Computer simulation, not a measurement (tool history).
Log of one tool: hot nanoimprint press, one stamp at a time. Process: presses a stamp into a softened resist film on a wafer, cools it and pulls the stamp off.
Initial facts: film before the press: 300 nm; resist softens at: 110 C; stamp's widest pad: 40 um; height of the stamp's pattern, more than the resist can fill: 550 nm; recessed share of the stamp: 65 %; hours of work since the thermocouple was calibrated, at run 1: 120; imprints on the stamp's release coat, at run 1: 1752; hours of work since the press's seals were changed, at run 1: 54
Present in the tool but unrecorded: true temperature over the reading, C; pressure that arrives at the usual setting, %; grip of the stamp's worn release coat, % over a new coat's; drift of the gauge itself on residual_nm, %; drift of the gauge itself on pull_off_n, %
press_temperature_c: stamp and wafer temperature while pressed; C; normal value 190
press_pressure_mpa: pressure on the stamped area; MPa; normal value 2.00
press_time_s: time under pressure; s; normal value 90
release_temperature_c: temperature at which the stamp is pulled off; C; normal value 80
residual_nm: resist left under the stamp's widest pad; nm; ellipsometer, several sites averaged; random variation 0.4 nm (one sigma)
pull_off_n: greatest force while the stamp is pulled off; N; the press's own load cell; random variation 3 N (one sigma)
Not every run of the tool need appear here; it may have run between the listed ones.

| run | hour | press_temperature_c | press_pressure_mpa | press_time_s | release_temperature_c | hours of work since the thermocouple was calibrated | imprints on the stamp's release coat | hours of work since the press's seals were changed | residual_nm | pull_off_n |
|---|---|---|---|---|---|---|---|---|---|---|
| 1 | 0.0 | 190 | 2.00 | 90 | 80 | 120 | 1752 | 54 | 170.6 | 260 |
| 2 | 26.9 | 190 | 2.00 | 90 | 80 | 134 | 1812 | 68 | 171.3 | 268 |
| 3 | 55.7 | 190 | 2.00 | 90 | 80 | 149 | 1876 | 84 | 171.1 | 270 |
| 4 | 89.6 | 190 | 2.00 | 90 | 80 | 166 | 1952 | 101 | 171.6 | 268 |
|  | 110.1 | stamp cleaned and given a new release coat |
| 5 | 115.9 | 190 | 2.00 | 90 | 80 | 177 | 13 | 112 | 172.2 | 220 |
| 6 | 133.0 | 190 | 2.00 | 90 | 80 | 186 | 51 | 121 | 172.0 | 219 |
| 7 | 151.3 | 190 | 2.00 | 90 | 80 | 195 | 92 | 130 | 171.5 | 219 |
| 8 | 169.1 | 190 | 2.00 | 90 | 80 | 205 | 132 | 140 | 171.7 | 228 |
| 9 | 188.3 | 190 | 2.00 | 90 | 80 | 215 | 175 | 150 | 172.0 | 228 |
| 10 | 211.7 | 190 | 2.00 | 90 | 80 | 227 | 227 | 162 | 171.8 | 224 |
| 11 | 229.7 | 190 | 2.00 | 90 | 80 | 236 | 267 | 171 | 172.3 | 233 |
| 12 | 264.2 | 181 | 2.00 | 90 | 80 | 254 | 344 | 189 | 221.2 | 231 |
| 13 | 292.7 | 190 | 2.00 | 90 | 80 | 269 | 408 | 204 | 172.7 | 235 |
| 14 | 315.9 | 190 | 2.00 | 90 | 80 | 281 | 460 | 216 | 173.1 | 234 |
| 15 | 350.9 | 190 | 2.00 | 90 | 80 | 300 | 538 | 235 | 172.8 | 230 |
| 16 | 387.9 | 185 | 2.00 | 86 | 80 | 319 | 621 | 254 | 202.7 | 237 |
| 17 | 414.4 | 185 | 2.00 | 86 | 80 | 333 | 680 | 268 | 202.8 | 236 |
| 18 | 431.3 | 185 | 2.00 | 86 | 80 | 342 | 718 | 277 | 203.2 | 243 |
| 19 | 467.2 | 179 | 2.03 | 90 | 80 | 361 | 798 | 295 | 231.1 | 242 |
| 20 | 486.7 | 198 | 3.14 | 172 | 67 | 371 | 841 | 306 | 83.4 | 322 |
| 21 | 521.3 | 198 | 3.14 | 172 | 67 | 389 | 918 | 324 | 84.0 | 326 |
|  | 543.7 | plate thermocouple calibrated |
| 22 | 555.8 | 199 | 1.70 | 78 | 80 | 6 | 989 | 340 | 144.7 | 249 |
| 23 | 576.5 | 199 | 1.70 | 78 | 80 | 17 | 1035 | 351 | 145.1 | 245 |
| 24 | 598.4 | 190 | 2.00 | 49 | 80 | 29 | 1084 | 362 | 206.3 | 245 |
| 25 | 627.1 | 190 | 2.00 | 49 | 80 | 44 | 1148 | 377 | 205.4 | 244 |
| 26 | 662.6 | 190 | 2.00 | 49 | 80 | 62 | 1227 | 396 | 206.2 | 256 |
| 27 | 691.3 | 197 | 2.00 | 90 | 80 | 77 | 1291 | 411 | 137.5 | 254 |
| 28 | 723.3 | 197 | 2.00 | 90 | 80 | 94 | 1363 | 428 | 137.3 | 252 |
| 29 | 761.9 | 197 | 2.00 | 90 | 80 | 114 | 1449 | 448 | 138.1 | 253 |

For each entry between runs, how does the tool's hidden state at the last listed run before it compare with that at the first listed run after it?
Run 4 -> run 5: stamp cleaned and given a new release coat (hour 110.1)
  true temperature over the reading, C: -0.4 -> -0.41; pressure that arrives at the usual setting, %: 99.14 -> 99.09; grip of the stamp's worn release coat, % over a new coat's: 22.1 -> 0.1
  difference, measured minus the result without the unlogged condition, residual_nm: +2.7 -> +2.8 nm; pull_off_n: +51 -> +2 N
Run 21 -> run 22: plate thermocouple calibrated (hour 543.7)
  true temperature over the reading, C: -0.73 -> -0.31; pressure that arrives at the usual setting, %: 98 -> 97.92; grip of the stamp's worn release coat, % over a new coat's: 10.2 -> 11
  difference, measured minus the result without the unlogged condition, residual_nm: +3.6 -> +2.5 nm; pull_off_n: +34 -> +26 N
